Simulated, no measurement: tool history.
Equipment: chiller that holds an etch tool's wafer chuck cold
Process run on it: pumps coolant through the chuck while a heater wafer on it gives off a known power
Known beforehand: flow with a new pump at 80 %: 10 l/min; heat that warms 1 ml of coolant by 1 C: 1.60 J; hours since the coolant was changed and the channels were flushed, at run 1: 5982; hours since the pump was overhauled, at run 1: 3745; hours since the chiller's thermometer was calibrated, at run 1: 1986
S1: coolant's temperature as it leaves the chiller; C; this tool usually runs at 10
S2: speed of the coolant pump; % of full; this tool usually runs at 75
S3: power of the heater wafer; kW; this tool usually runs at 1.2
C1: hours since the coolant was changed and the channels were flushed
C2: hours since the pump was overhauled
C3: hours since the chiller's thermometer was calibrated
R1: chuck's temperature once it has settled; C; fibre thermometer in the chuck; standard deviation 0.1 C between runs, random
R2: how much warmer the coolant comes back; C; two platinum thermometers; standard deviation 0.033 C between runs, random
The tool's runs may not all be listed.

run 1 day=0 | S1=10 S2=75 S3=1.2 | C1=5982 C2=3745 C3=1986 | R1=21.3 R2=5.24
run 2 day=3.692 | S1=10 S2=75 S3=1.2 | C1=6070 C2=3833 C3=2075 | R1=21.4 R2=5.28
run 3 day=8.721 | S1=10 S2=75 S3=1.2 | C1=6191 C2=3954 C3=2195 | R1=21.7 R2=5.23
run 4 day=15.738 | S1=10 S2=75 S3=1.2 | C1=6360 C2=4122 C3=2364 | R1=21.9 R2=5.32
run 5 day=20.404 | S1=10 S2=75 S3=1.2 | C1=6472 C2=4234 C3=2476 | R1=21.8 R2=5.27
run 6 day=25.367 | S1=10 S2=75 S3=1.2 | C1=6591 C2=4353 C3=2595 | R1=21.7 R2=5.31
run 7 day=28.567 | S1=1 S2=75 S3=1.2 | C1=6667 C2=4430 C3=2672 | R1=12.9 R2=5.36
run 8 day=34.458 | S1=1 S2=75 S3=1.2 | C1=6809 C2=4572 C3=2813 | R1=12.9 R2=5.38
run 9 day=40.283 | S1=1 S2=75 S3=1.2 | C1=6949 C2=4711 C3=2953 | R1=12.9 R2=5.33
-- day=41.138 coolant pump overhauled
-- day=43.717 coolant changed, channels flushed
run 10 day=45.721 | S1=8 S2=87 S3=1.783 | C1=48 C2=104 C3=3072 | R1=22.3 R2=6.87
run 11 day=52.396 | S1=8 S2=87 S3=1.783 | C1=208 C2=264 C3=3232 | R1=22.2 R2=6.88
run 12 day=59.208 | S1=7 S2=98 S3=1.242 | C1=372 C2=428 C3=3396 | R1=16.2 R2=4.21
run 13 day=66.112 | S1=7 S2=98 S3=1.242 | C1=537 C2=593 C3=3562 | R1=16.4 R2=4.19
-- day=67.808 chiller's thermometer calibrated
run 14 day=69.483 | S1=3 S2=75 S3=1.2 | C1=617 C2=673 C3=40 | R1=13.9 R2=5.56
-- day=72.533 coolant pump overhauled, once more
run 15 day=75.979 | S1=1 S2=65 S3=1.2 | C1=768 C2=83 C3=191 | R1=12.2 R2=5.7
run 16 day=82.454 | S1=1 S2=65 S3=1.2 | C1=924 C2=238 C3=346 | R1=12.4 R2=5.73
run 17 day=89.596 | S1=1 S2=65 S3=1.2 | C1=1095 C2=410 C3=518 | R1=12.4 R2=5.72
run 18 day=94.071 | S1=10 S2=85 S3=1.2 | C1=1203 C2=517 C3=625 | R1=18.9 R2=4.15

Below, each run's measurement less what the same run would have read without the hidden state. Both values contain the same run-to-run variation, but the gauge's scatter may not be the same in both:
Hidden state at play: heat passed by the chuck's channels, % of clean ones'; flow at a given pump speed, % of a new pump's; coolant's true temperature over the reading, C; drift of the gauge itself on chuck_c, C; drift of the gauge itself on warmer_back_c, C.
run=1 R1=+1.8 R2=+0.4
run=2 R1=+1.8 R2=+0.41
run=3 R1=+1.9 R2=+0.42
run=4 R1=+2 R2=+0.44
run=5 R1=+2 R2=+0.45
run=6 R1=+2.1 R2=+0.48
run=7 R1=+2.2 R2=+0.48
run=8 R1=+2.2 R2=+0.5
run=9 R1=+2.2 R2=+0.51
run=10 R1=+1.7 R2=+0.75
run=11 R1=+1.9 R2=+0.79
run=12 R1=+1.4 R2=+0.49
run=13 R1=+1.5 R2=+0.51
run=14 R1=+1.2 R2=+0.67
run=15 R1=+0.1 R2=+0.01
run=16 R1=+0.2 R2=+0.04
run=17 R1=+0.3 R2=+0.06
run=18 R1=+0.3 R2=+0.05
